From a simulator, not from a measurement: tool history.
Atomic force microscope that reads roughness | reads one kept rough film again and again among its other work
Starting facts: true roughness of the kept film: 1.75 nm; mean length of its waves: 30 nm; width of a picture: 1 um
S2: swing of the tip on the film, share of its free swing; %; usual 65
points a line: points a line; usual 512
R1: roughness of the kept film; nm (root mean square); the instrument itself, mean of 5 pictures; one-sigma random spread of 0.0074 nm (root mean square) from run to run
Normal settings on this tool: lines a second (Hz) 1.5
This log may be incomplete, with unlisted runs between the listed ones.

{"run": 1, "day": 0.0, "lines a second (Hz)": 1.5, "S2": 65, "points a line": 512, "R1": 1.458}
{"run": 2, "day": 0.9, "lines a second (Hz)": 1.5, "S2": 65, "points a line": 512, "R1": 1.429}
{"run": 3, "day": 1.896, "lines a second (Hz)": 1.5, "S2": 58, "points a line": 512, "R1": 1.433}
{"run": 4, "day": 2.533, "lines a second (Hz)": 1.5, "S2": 58, "points a line": 512, "R1": 1.419}
{"run": 5, "day": 3.717, "lines a second (Hz)": 1.5, "S2": 58, "points a line": 512, "R1": 1.384}
{"run": 6, "day": 4.417, "lines a second (Hz)": 1.5, "S2": 65, "points a line": 512, "R1": 1.343}
{"run": 7, "day": 5.104, "lines a second (Hz)": 1.5, "S2": 65, "points a line": 512, "R1": 1.32}
{"run": 8, "day": 6.1, "lines a second (Hz)": 1.5, "S2": 65, "points a line": 512, "R1": 1.309}
{"run": 9, "day": 7.271, "lines a second (Hz)": 1.5, "S2": 65, "points a line": 512, "R1": 1.274}
{"run": 10, "day": 8.338, "lines a second (Hz)": 1.5, "S2": 65, "points a line": 956, "R1": 1.26}
{"run": 11, "day": 9.158, "lines a second (Hz)": 1.5, "S2": 65, "points a line": 956, "R1": 1.247}
{"day": 9.5, "done": "new tip fitted"}
{"run": 12, "day": 10.146, "lines a second (Hz)": 1.5, "S2": 65, "points a line": 956, "R1": 1.542}
{"run": 13, "day": 10.862, "lines a second (Hz)": 1.71, "S2": 65, "points a line": 512, "R1": 1.51}
{"run": 14, "day": 11.825, "lines a second (Hz)": 1.5, "S2": 65, "points a line": 659, "R1": 1.496}
{"run": 15, "day": 12.762, "lines a second (Hz)": 1.5, "S2": 65, "points a line": 659, "R1": 1.472}
{"day": 12.862, "done": "height scale calibrated on a step standard"}
{"run": 16, "day": 13.733, "lines a second (Hz)": 1.5, "S2": 65, "points a line": 659, "R1": 1.451}
{"run": 17, "day": 14.608, "lines a second (Hz)": 1.5, "S2": 65, "points a line": 659, "R1": 1.416}
{"run": 18, "day": 15.333, "lines a second (Hz)": 1.5, "S2": 65, "points a line": 659, "R1": 1.398}
{"run": 19, "day": 16.171, "lines a second (Hz)": 1.5, "S2": 65, "points a line": 659, "R1": 1.382}
{"run": 20, "day": 17.017, "lines a second (Hz)": 1.5, "S2": 65, "points a line": 659, "R1": 1.37}
{"day": 17.592, "done": "height scale calibrated on a step standard, once more"}
{"run": 21, "day": 17.675, "lines a second (Hz)": 1.97, "S2": 60, "points a line": 372, "R1": 1.336}
{"run": 22, "day": 18.725, "lines a second (Hz)": 1.97, "S2": 60, "points a line": 372, "R1": 1.298}
{"run": 23, "day": 19.675, "lines a second (Hz)": 1.12, "S2": 79, "points a line": 868, "R1": 1.256}
{"run": 24, "day": 20.317, "lines a second (Hz)": 1.22, "S2": 67, "points a line": 796, "R1": 1.29}
{"run": 25, "day": 20.804, "lines a second (Hz)": 0.85, "S2": 72, "points a line": 661, "R1": 1.269}
{"day": 21.575, "done": "new tip fitted"}
{"run": 26, "day": 21.692, "lines a second (Hz)": 0.85, "S2": 72, "points a line": 661, "R1": 1.549}
{"run": 27, "day": 22.567, "lines a second (Hz)": 1.99, "S2": 57, "points a line": 261, "R1": 1.508}
{"run": 28, "day": 23.433, "lines a second (Hz)": 1.5, "S2": 62, "points a line": 278, "R1": 1.485}
{"run": 29, "day": 24.3, "lines a second (Hz)": 1.75, "S2": 89, "points a line": 439, "R1": 1.305}
{"run": 30, "day": 24.925, "lines a second (Hz)": 1.75, "S2": 89, "points a line": 439, "R1": 1.292}
{"run": 31, "day": 25.525, "lines a second (Hz)": 0.74, "S2": 65, "points a line": 599, "R1": 1.465}
{"run": 32, "day": 26.638, "lines a second (Hz)": 0.77, "S2": 65, "points a line": 365, "R1": 1.425}
{"run": 33, "day": 27.479, "lines a second (Hz)": 2.69, "S2": 62, "points a line": 684, "R1": 1.36}
{"run": 34, "day": 28.508, "lines a second (Hz)": 1.5, "S2": 65, "points a line": 1008, "R1": 1.35}
{"run": 35, "day": 29.65, "lines a second (Hz)": 0.76, "S2": 65, "points a line": 1008, "R1": 1.369}
{"run": 36, "day": 30.288, "lines a second (Hz)": 1.5, "S2": 90, "points a line": 526, "R1": 1.174}

What if the next run were any one of these 3? Each begins from the tool's condition after run 36:
{"run": "A", "day": 30.975, "lines a second (Hz)": 0.99, "S2": 70, "points a line": 671, "R1": "?"}
{"run": "B", "day": 30.975, "lines a second (Hz)": 0.94, "S2": 69, "points a line": 1001, "R1": "?"}
{"run": "C", "day": 30.975, "lines a second (Hz)": 1.5, "S2": 56, "points a line": 1001, "R1": "?"}

run=A R1=1.31
run=B R1=1.316
run=C R1=1.337
What these runs would have given with no unlogged condition in the tool:
run=A R1=1.567
run=B R1=1.573
run=C R1=1.598
